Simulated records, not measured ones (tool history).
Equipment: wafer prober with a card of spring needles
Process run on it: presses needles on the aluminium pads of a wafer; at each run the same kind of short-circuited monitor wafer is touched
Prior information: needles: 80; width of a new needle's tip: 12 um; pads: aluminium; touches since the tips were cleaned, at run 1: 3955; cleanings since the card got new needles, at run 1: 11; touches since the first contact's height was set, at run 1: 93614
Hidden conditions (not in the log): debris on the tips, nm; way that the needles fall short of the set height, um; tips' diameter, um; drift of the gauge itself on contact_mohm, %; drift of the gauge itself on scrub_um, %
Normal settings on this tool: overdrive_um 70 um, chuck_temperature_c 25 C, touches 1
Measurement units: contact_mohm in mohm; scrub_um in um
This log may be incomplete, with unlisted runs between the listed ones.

run     day  overdrive_um  chuck_temperature_c  touches  touches since the tips were cleaned  cleanings since the card got new needles  touches since the first contact's height was set  contact_mohm  scrub_um
  1       0            70                   25        1                                 3955                                        11                                             93614           170      19.4
      0.408  -- tips cleaned on abrasive film
  2    0.75            70                   25        1                                 2833                                        12                                             99765           174     19.41
        1.3  -- tips cleaned on abrasive film
  3   1.588            70                   25        1                                 2372                                        13                                            106647           168      19.4
  4   2.025            70                   25        1                                 5951                                        13                                            110226           172     19.39
      2.179  -- tips cleaned on abrasive film
  5   2.396            70                   25        1                                 1767                                        14                                            113246           172     19.46
  6   2.975            70                   25        1                                 6540                                        14                                            118019           173     19.41
      3.054  -- tips cleaned on abrasive film
  7   3.333            70                   25        1                                 2285                                        15                                            120946           171     19.46
      3.583  -- height of the first contact set anew
  8   3.838            70                   25        1                                 6337                                        15                                              2083           173     19.47
      3.967  -- tips cleaned on abrasive film
  9   4.546            70                   25        1                                 4764                                        16                                              7892           172     19.45
      4.842  -- tips cleaned on abrasive film
 10   4.992            70                   25        1                                 1221                                        17                                             11532           171     19.44
      5.767  -- tips cleaned on abrasive film
 11   5.812            70                   25        1                                  381                                        18                                             18277           172     19.52
 12   6.529            70                   25        1                                 6282                                        18                                             24178           175      19.5
      6.638  -- tips cleaned on abrasive film
 13   7.262            56                   25        1                                 5120                                        19                                             30167           173     15.59
      7.538  -- tips cleaned on abrasive film
 14    7.95            56                   25        1                                 3373                                        20                                             35804           174     15.63
 15   8.346            70                   25        1                                 6647                                        20                                             39078           173     19.49
      8.429  -- tips cleaned on abrasive film
 16   9.058            70                   25        1                                 5209                                        21                                             44926           170     19.56
      9.304  -- tips cleaned on abrasive film
 17   9.483            70                   25        1                                 1455                                        22                                             48373           171     19.49
     10.179  -- tips cleaned on abrasive film
 18  10.179            53                  101        3                                    0                                        23                                             54099           189     14.76
 19  10.971            53                   50        2                                 6506                                        23                                             60605           180     14.84
     11.096  -- tips cleaned on abrasive film
 20  11.675            53                   50        2                                 4775                                        24                                             66389           183     14.77
     11.967  -- tips cleaned on abrasive film
 21  12.296            53                   50        2                                 2719                                        25                                             71465           182     14.85
     12.842  -- tips cleaned on abrasive film
 22    12.9            70                  102        2                                  494                                        26                                             76410           188     19.59
 23  13.529            84                   62        2                                 5663                                        26                                             81579           176     23.49
     13.708  -- tips cleaned on abrasive film
 24  13.962            70                   43        1                                 2069                                        27                                             85119           176     19.58
 25  14.571            70                   95        3                                 7097                                        27                                             90147           184     19.63
     14.625  -- tips cleaned on abrasive film
 26  15.017            70                   45        1                                 3232                                        28                                             93781           177     19.59
 27  15.433            70                   45        1                                 6682                                        28                                             97231           174      19.6
     15.512  -- tips cleaned on abrasive film
     16.092  -- gauge calibrated
 28  16.233            85                  101        1                                 5939                                        29                                            103767           185     23.55
     16.404  -- tips cleaned on abrasive film
 29  17.042            84                   89        2                                 5254                                        30                                            110395           182     23.24
     17.288  -- tips cleaned on abrasive film
 30  17.888            84                   89        2                                 4968                                        31                                            117355           179     23.28
     18.175  -- tips cleaned on abrasive film
     18.583  -- height of the first contact set anew
 31  18.588            74                   50        3                                 3285                                        32                                                28           175     20.54
 32  19.012            88                   25        1                                 6785                                        32                                              3528           171      24.5
     19.058  -- tips cleaned on abrasive film
 33  19.388            62                   78        1                                 2712                                        33                                              6585           182     17.21
     19.962  -- tips cleaned on abrasive film
 34  19.992            62                   78        1                                  247                                        34                                             11525           181      17.2

Below are 3 alternative next runs, each starting from the tool's condition after run 34. Predict each:
  A  20.771            56                   25        1                                 6666                                        34                                             17944             ?         ?
  B  20.771            54                   27        1                                 6666                                        34                                             17944             ?         ?
  C  20.771            71                   33        1                                 6666                                        34                                             17944             ?         ?

run  contact_mohm  scrub_um
  A           174     15.62
  B           174     15.03
  C           176      19.7
With no hidden state in the tool, these same runs would have given:
run  contact_mohm  scrub_um
  A           173     15.57
  B           173     14.99
  C           175     19.64

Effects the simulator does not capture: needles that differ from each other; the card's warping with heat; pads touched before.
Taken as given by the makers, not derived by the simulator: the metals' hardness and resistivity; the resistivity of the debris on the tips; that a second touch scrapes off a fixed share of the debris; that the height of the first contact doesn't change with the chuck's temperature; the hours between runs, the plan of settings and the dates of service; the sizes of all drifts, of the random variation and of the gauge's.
